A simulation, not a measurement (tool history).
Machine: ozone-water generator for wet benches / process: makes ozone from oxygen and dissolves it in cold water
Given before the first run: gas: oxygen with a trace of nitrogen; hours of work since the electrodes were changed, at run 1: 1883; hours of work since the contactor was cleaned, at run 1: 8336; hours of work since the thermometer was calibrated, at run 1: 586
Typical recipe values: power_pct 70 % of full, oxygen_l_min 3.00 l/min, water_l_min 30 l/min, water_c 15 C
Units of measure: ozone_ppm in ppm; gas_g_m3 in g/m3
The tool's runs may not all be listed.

run    hour  power_pct  oxygen_l_min  water_l_min  water_c  hours of work since the electrodes were changed  hours of work since the contactor was cleaned  hours of work since the thermometer was calibrated  ozone_ppm  gas_g_m3
  1     0.0         70          3.00           30       15                                             1883                                           8336                                                 586        8.9     153.8
  2   140.5         70          3.00           30       15                                             1972                                           8424                                                 675        8.6     154.1
  3   245.2         70          3.00           30       15                                             2038                                           8491                                                 741        8.4     153.6
  4   334.9         70          2.56           30       15                                             2095                                           8547                                                 798        8.2     164.4
  5   397.0         70          3.00           30       15                                             2134                                           8587                                                 837        8.6     153.5
  6   482.7         70          3.00           30       15                                             2188                                           8641                                                 891        8.6     153.8
  7   623.2         51          3.00           30       15                                             2277                                           8730                                                 980        7.0     124.1
  8   701.1         70          3.00           30       15                                             2326                                           8779                                                1030        8.5     153.7
  9   805.7         70          3.00           30       15                                             2393                                           8845                                                1096        8.6     152.7
 10   885.0         70          3.00           30       15                                             2443                                           8895                                                1146        8.4     153.6
 11   998.4         70          3.00           24       15                                             2514                                           8967                                                1217       10.6     153.3
 12  1125.2         70          3.00           24       15                                             2594                                           9047                                                1298       10.4     153.2
 13  1208.2         70          3.00           24       15                                             2647                                           9099                                                1350       10.6     152.6
 14  1292.0         70          3.00           29       15                                             2700                                           9152                                                1403        9.0     152.9
 15  1372.9         70          3.00           29       15                                             2751                                           9204                                                1454        9.0     152.8
 16  1493.9         70          3.00           31       15                                             2828                                           9280                                                1531        8.4     152.7
 17  1554.2         56          3.00           31       15                                             2866                                           9318                                                1569        7.3     131.7
 18  1639.7         56          4.46           32       10                                             2920                                           9372                                                1623        8.4     114.0
 19  1761.6         88          4.46           30       10                                             2997                                           9449                                                1700       12.1     154.7
 20  1849.2         84          1.71           36       15                                             3052                                           9505                                                1755        6.3     210.0
     1859.1  -- contactor cleaned
 21  1926.3         70          3.00           30       13                                             3098                                             43                                                1802        8.7     152.7
 22  1985.5         70          2.41           30       23                                             3136                                             80                                                1839        7.5     162.7
 23  2044.7         79          2.69           40       15                                             3173                                            117                                                1876        6.6     170.4
 24  2183.8         79          5.37           18       15                                             3261                                            205                                                1964       17.3     134.3
 25  2319.5         70          4.29           47       11                                             3347                                            291                                                2050        6.5     133.6
 26  2385.6         56          5.26           30        7                                             3389                                            333                                                2092       10.0     106.4
 27  2499.7         73          3.99           30       17                                             3461                                            405                                                2164        9.9     140.8
 28  2607.6         73          3.54           30       15                                             3529                                            473                                                2232        9.3     145.6
 29  2746.1         65          3.00           30        8                                             3617                                            561                                                2320        8.5     144.0
 30  2871.5         76          2.34           30        8                                             3696                                            640                                                2399        8.5     174.8
 31  2931.2         51          1.71           19       15                                             3734                                            678                                                2437        8.7     150.3
 32  3033.7         51          1.71           19       15                                             3799                                            743                                                2502        8.6     150.9
 33  3139.3         42          3.00           30       22                                             3865                                            809                                                2568        5.7     106.5
 34  3221.9         93          3.00           30       22                                             3918                                            862                                                2621        9.7     182.3

How the hidden state differs across the entries between the runs, from the last listed run before each to the first after it:
Runs 20 to 21: contactor cleaned (hour 1859.1)
  contactor's efficiency, % of a clean one's: 99.8 -> 100; drift of the gauge itself on gas_g_m3, %: -1.62 -> -1.68
  the result without the hidden state subtracted from the measured one, gas_g_m3: -3.6 -> -2.7 g/m3
